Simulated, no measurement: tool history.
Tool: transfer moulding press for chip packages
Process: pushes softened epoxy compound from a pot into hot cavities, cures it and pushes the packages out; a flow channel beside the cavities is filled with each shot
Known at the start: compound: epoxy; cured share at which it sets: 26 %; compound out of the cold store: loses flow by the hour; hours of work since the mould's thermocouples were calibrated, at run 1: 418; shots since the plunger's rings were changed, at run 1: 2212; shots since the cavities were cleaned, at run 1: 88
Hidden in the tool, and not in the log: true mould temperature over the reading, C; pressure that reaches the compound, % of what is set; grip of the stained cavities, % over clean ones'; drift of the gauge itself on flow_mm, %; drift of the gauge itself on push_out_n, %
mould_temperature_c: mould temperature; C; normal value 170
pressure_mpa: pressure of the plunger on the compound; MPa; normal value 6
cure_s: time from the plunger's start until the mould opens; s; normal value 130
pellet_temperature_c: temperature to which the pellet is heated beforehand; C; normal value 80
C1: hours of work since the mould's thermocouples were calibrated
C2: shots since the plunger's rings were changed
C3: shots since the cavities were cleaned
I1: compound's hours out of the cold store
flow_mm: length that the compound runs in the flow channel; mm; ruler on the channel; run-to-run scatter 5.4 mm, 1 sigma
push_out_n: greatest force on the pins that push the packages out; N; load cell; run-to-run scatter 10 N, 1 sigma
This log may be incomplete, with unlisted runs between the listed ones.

{"run": 1, "hour": 0.0, "mould_temperature_c": 170, "pressure_mpa": 6, "cure_s": 130, "pellet_temperature_c": 80, "C1": 418, "C2": 2212, "C3": 88, "I1": 21.3, "flow_mm": 746, "push_out_n": 525}
{"run": 2, "hour": 16.8, "mould_temperature_c": 170, "pressure_mpa": 6, "cure_s": 130, "pellet_temperature_c": 80, "C1": 428, "C2": 2361, "C3": 237, "I1": 21.8, "flow_mm": 747, "push_out_n": 538}
{"run": 3, "hour": 42.8, "mould_temperature_c": 170, "pressure_mpa": 6, "cure_s": 145, "pellet_temperature_c": 80, "C1": 445, "C2": 2593, "C3": 469, "I1": 45.6, "flow_mm": 647, "push_out_n": 557}
{"hour": 56.5, "done": "cavities cleaned with cleaning compound and waxed"}
{"run": 4, "hour": 65.8, "mould_temperature_c": 170, "pressure_mpa": 6, "cure_s": 130, "pellet_temperature_c": 80, "C1": 458, "C2": 2784, "C3": 82, "I1": 27.5, "flow_mm": 716, "push_out_n": 496}
{"run": 5, "hour": 96.4, "mould_temperature_c": 170, "pressure_mpa": 6, "cure_s": 130, "pellet_temperature_c": 80, "C1": 478, "C2": 3056, "C3": 354, "I1": 33.6, "flow_mm": 686, "push_out_n": 583}
{"run": 6, "hour": 112.6, "mould_temperature_c": 170, "pressure_mpa": 6, "cure_s": 130, "pellet_temperature_c": 80, "C1": 488, "C2": 3201, "C3": 499, "I1": 42.2, "flow_mm": 645, "push_out_n": 606}
{"hour": 123.6, "done": "cavities cleaned with cleaning compound and waxed"}
{"run": 7, "hour": 133.7, "mould_temperature_c": 170, "pressure_mpa": 6, "cure_s": 130, "pellet_temperature_c": 80, "C1": 500, "C2": 3375, "C3": 90, "I1": 25.5, "flow_mm": 715, "push_out_n": 519}
{"run": 8, "hour": 151.1, "mould_temperature_c": 170, "pressure_mpa": 6, "cure_s": 130, "pellet_temperature_c": 80, "C1": 511, "C2": 3530, "C3": 245, "I1": 13, "flow_mm": 770, "push_out_n": 573}
{"hour": 170.1, "done": "plunger's sealing rings changed"}
{"run": 9, "hour": 175.0, "mould_temperature_c": 170, "pressure_mpa": 6, "cure_s": 130, "pellet_temperature_c": 80, "C1": 525, "C2": 43, "C3": 435, "I1": 23.8, "flow_mm": 756, "push_out_n": 607}
{"hour": 192.2, "done": "cavities cleaned with cleaning compound and waxed"}
{"run": 10, "hour": 192.2, "mould_temperature_c": 170, "pressure_mpa": 6, "cure_s": 130, "pellet_temperature_c": 80, "C1": 535, "C2": 183, "C3": 0, "I1": 15.3, "flow_mm": 793, "push_out_n": 495}
{"run": 11, "hour": 222.9, "mould_temperature_c": 170, "pressure_mpa": 6, "cure_s": 130, "pellet_temperature_c": 80, "C1": 554, "C2": 456, "C3": 273, "I1": 35.1, "flow_mm": 704, "push_out_n": 561}
{"run": 12, "hour": 245.6, "mould_temperature_c": 170, "pressure_mpa": 6, "cure_s": 130, "pellet_temperature_c": 80, "C1": 568, "C2": 658, "C3": 475, "I1": 8.6, "flow_mm": 828, "push_out_n": 654}
{"hour": 258.2, "done": "cavities cleaned with cleaning compound and waxed"}
{"run": 13, "hour": 266.3, "mould_temperature_c": 170, "pressure_mpa": 6, "cure_s": 130, "pellet_temperature_c": 80, "C1": 581, "C2": 830, "C3": 72, "I1": 15.6, "flow_mm": 794, "push_out_n": 510}
{"run": 14, "hour": 292.5, "mould_temperature_c": 170, "pressure_mpa": 6, "cure_s": 130, "pellet_temperature_c": 80, "C1": 597, "C2": 1062, "C3": 304, "I1": 47.4, "flow_mm": 650, "push_out_n": 578}
{"run": 15, "hour": 310.9, "mould_temperature_c": 176, "pressure_mpa": 5.45, "cure_s": 158, "pellet_temperature_c": 80, "C1": 609, "C2": 1227, "C3": 469, "I1": 28.3, "flow_mm": 675, "push_out_n": 523}
{"hour": 324.6, "done": "cavities cleaned with cleaning compound and waxed"}
{"run": 16, "hour": 328.4, "mould_temperature_c": 164, "pressure_mpa": 4.59, "cure_s": 158, "pellet_temperature_c": 80, "C1": 619, "C2": 1369, "C3": 34, "I1": 18, "flow_mm": 680, "push_out_n": 498}
{"run": 17, "hour": 359.6, "mould_temperature_c": 164, "pressure_mpa": 4.59, "cure_s": 158, "pellet_temperature_c": 80, "C1": 638, "C2": 1646, "C3": 311, "I1": 22, "flow_mm": 664, "push_out_n": 606}
{"hour": 390.1, "done": "cavities cleaned with cleaning compound and waxed"}
{"run": 18, "hour": 392.6, "mould_temperature_c": 173, "pressure_mpa": 6, "cure_s": 130, "pellet_temperature_c": 71, "C1": 658, "C2": 1927, "C3": 23, "I1": 14.8, "flow_mm": 767, "push_out_n": 436}
{"run": 19, "hour": 408.2, "mould_temperature_c": 173, "pressure_mpa": 5.09, "cure_s": 130, "pellet_temperature_c": 71, "C1": 668, "C2": 2066, "C3": 162, "I1": 25.8, "flow_mm": 664, "push_out_n": 508}
{"run": 20, "hour": 424.2, "mould_temperature_c": 177, "pressure_mpa": 6, "cure_s": 114, "pellet_temperature_c": 80, "C1": 678, "C2": 2208, "C3": 304, "I1": 35.2, "flow_mm": 669, "push_out_n": 534}
{"run": 21, "hour": 448.0, "mould_temperature_c": 177, "pressure_mpa": 6, "cure_s": 152, "pellet_temperature_c": 80, "C1": 693, "C2": 2420, "C3": 516, "I1": 36.2, "flow_mm": 673, "push_out_n": 555}
{"hour": 455.6, "done": "cavities cleaned with cleaning compound and waxed"}
{"run": 22, "hour": 466.2, "mould_temperature_c": 171, "pressure_mpa": 5.39, "cure_s": 143, "pellet_temperature_c": 84, "C1": 704, "C2": 2569, "C3": 95, "I1": 19, "flow_mm": 712, "push_out_n": 465}
{"run": 23, "hour": 494.9, "mould_temperature_c": 173, "pressure_mpa": 6, "cure_s": 130, "pellet_temperature_c": 81, "C1": 722, "C2": 2824, "C3": 350, "I1": 38.5, "flow_mm": 659, "push_out_n": 530}
{"hour": 522.1, "done": "cavities cleaned with cleaning compound and waxed"}
{"run": 24, "hour": 522.1, "mould_temperature_c": 173, "pressure_mpa": 6.33, "cure_s": 130, "pellet_temperature_c": 81, "C1": 738, "C2": 3053, "C3": 0, "I1": 27, "flow_mm": 729, "push_out_n": 407}
{"run": 25, "hour": 545.3, "mould_temperature_c": 172, "pressure_mpa": 6.09, "cure_s": 150, "pellet_temperature_c": 76, "C1": 753, "C2": 3260, "C3": 207, "I1": 23.8, "flow_mm": 719, "push_out_n": 475}
{"run": 26, "hour": 572.7, "mould_temperature_c": 170, "pressure_mpa": 7.37, "cure_s": 130, "pellet_temperature_c": 79, "C1": 770, "C2": 3503, "C3": 450, "I1": 35.9, "flow_mm": 740, "push_out_n": 565}
{"hour": 582.5, "done": "mould's thermocouples calibrated"}
{"hour": 591.6, "done": "cavities cleaned with cleaning compound and waxed"}
{"hour": 598.7, "done": "plunger's sealing rings changed"}
{"run": 27, "hour": 599.6, "mould_temperature_c": 176, "pressure_mpa": 7.37, "cure_s": 112, "pellet_temperature_c": 89, "C1": 8, "C2": 9, "C3": 50, "I1": 17.4, "flow_mm": 873, "push_out_n": 476}
{"run": 28, "hour": 629.7, "mould_temperature_c": 168, "pressure_mpa": 6, "cure_s": 130, "pellet_temperature_c": 82, "C1": 27, "C2": 276, "C3": 317, "I1": 38.3, "flow_mm": 707, "push_out_n": 657}

Alternative continuations, all from the tool just after run 28; predict every row:
{"hour": 661.3, "done": "cavities cleaned with cleaning compound and waxed"}
{"run": "A", "hour": 662.0, "mould_temperature_c": 168, "pressure_mpa": 6, "cure_s": 130, "pellet_temperature_c": 79, "C1": 47, "C2": 551, "C3": 7, "I1": 12.1, "flow_mm": "?", "push_out_n": "?"}
{"hour": 661.3, "done": "cavities cleaned with cleaning compound and waxed"}
{"run": "B", "hour": 662.0, "mould_temperature_c": 165, "pressure_mpa": 6, "cure_s": 125, "pellet_temperature_c": 77, "C1": 47, "C2": 551, "C3": 7, "I1": 16.9, "flow_mm": "?", "push_out_n": "?"}
{"hour": 661.3, "done": "cavities cleaned with cleaning compound and waxed"}
{"run": "C", "hour": 662.0, "mould_temperature_c": 168, "pressure_mpa": 6, "cure_s": 130, "pellet_temperature_c": 72, "C1": 47, "C2": 551, "C3": 7, "I1": 26.8, "flow_mm": "?", "push_out_n": "?"}
{"hour": 661.3, "done": "cavities cleaned with cleaning compound and waxed"}
{"run": "D", "hour": 662.0, "mould_temperature_c": 168, "pressure_mpa": 4.8, "cure_s": 130, "pellet_temperature_c": 89, "C1": 47, "C2": 551, "C3": 7, "I1": 39.6, "flow_mm": "?", "push_out_n": "?"}

run=A flow_mm=810 push_out_n=561
run=B flow_mm=794 push_out_n=729
run=C flow_mm=727 push_out_n=542
run=D flow_mm=614 push_out_n=516
With no hidden state in the tool, these same runs would have given:
run=A flow_mm=818 push_out_n=555
run=B flow_mm=802 push_out_n=722
run=C flow_mm=735 push_out_n=536
run=D flow_mm=621 push_out_n=510
